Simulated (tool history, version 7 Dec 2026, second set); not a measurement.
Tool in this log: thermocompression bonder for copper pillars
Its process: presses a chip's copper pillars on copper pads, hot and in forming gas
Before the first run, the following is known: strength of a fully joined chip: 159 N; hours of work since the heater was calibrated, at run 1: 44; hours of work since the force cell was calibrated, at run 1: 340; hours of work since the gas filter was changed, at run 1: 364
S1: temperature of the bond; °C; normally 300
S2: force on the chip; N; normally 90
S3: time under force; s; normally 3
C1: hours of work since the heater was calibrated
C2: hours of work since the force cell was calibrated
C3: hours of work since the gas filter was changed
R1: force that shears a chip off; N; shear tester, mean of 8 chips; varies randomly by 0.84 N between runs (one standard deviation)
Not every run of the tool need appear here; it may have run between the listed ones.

run 1 hour=0.0 | S1=300 S2=90 S3=3 | C1=44 C2=340 C3=364 | R1=78.0
run 2 hour=17.9 | S1=300 S2=90 S3=3 | C1=57 C2=354 C3=378 | R1=77.1
run 3 hour=36.8 | S1=300 S2=123 S3=3 | C1=72 C2=368 C3=393 | R1=91.5
run 4 hour=52.9 | S1=300 S2=123 S3=3 | C1=85 C2=381 C3=405 | R1=90.8
run 5 hour=64.9 | S1=300 S2=90 S3=4 | C1=94 C2=390 C3=415 | R1=87.9
-- hour=78.4 forming gas filter changed
run 6 hour=89.6 | S1=326 S2=90 S3=3 | C1=113 C2=409 C3=9 | R1=97.5
run 7 hour=104.9 | S1=272 S2=90 S3=3 | C1=124 C2=421 C3=21 | R1=56.6
run 8 hour=123.3 | S1=272 S2=90 S3=3 | C1=139 C2=435 C3=35 | R1=59.1
run 9 hour=139.5 | S1=272 S2=90 S3=3 | C1=151 C2=447 C3=47 | R1=57.5
run 10 hour=163.6 | S1=313 S2=98 S3=2 | C1=170 C2=466 C3=66 | R1=82.2
run 11 hour=181.8 | S1=313 S2=98 S3=2 | C1=184 C2=480 C3=80 | R1=82.0
run 12 hour=203.7 | S1=271 S2=90 S3=3 | C1=201 C2=497 C3=97 | R1=57.4
run 13 hour=225.8 | S1=299 S2=69 S3=3 | C1=218 C2=514 C3=114 | R1=67.5
run 14 hour=246.5 | S1=288 S2=106 S3=9 | C1=234 C2=530 C3=130 | R1=105.9
run 15 hour=264.6 | S1=308 S2=100 S3=4 | C1=248 C2=544 C3=144 | R1=97.9
run 16 hour=276.9 | S1=280 S2=100 S3=3 | C1=258 C2=554 C3=154 | R1=67.9
run 17 hour=296.8 | S1=288 S2=100 S3=3 | C1=273 C2=569 C3=169 | R1=72.2
run 18 hour=308.7 | S1=288 S2=100 S3=3 | C1=282 C2=579 C3=178 | R1=73.5

5 ways to go on from here, each from the tool as it stands after run 18. What would each give?
run A hour=333.1 | S1=318 S2=100 S3=3 | C1=301 C2=597 C3=197 | R1=?
run B hour=333.1 | S1=288 S2=99 S3=3 | C1=301 C2=597 C3=197 | R1=?
run C hour=333.1 | S1=275 S2=100 S3=3 | C1=301 C2=597 C3=197 | R1=?
run D hour=333.1 | S1=294 S2=76 S3=5 | C1=301 C2=597 C3=197 | R1=?
run E hour=333.1 | S1=288 S2=74 S3=3 | C1=301 C2=597 C3=197 | R1=?

run=A R1=96.4
run=B R1=72.4
run=C R1=62.6
run=D R1=83.1
run=E R1=63.7
With no hidden state in the tool, these same runs would have given:
run=A R1=96.6
run=B R1=72.5
run=C R1=62.8
run=D R1=83.3
run=E R1=63.8
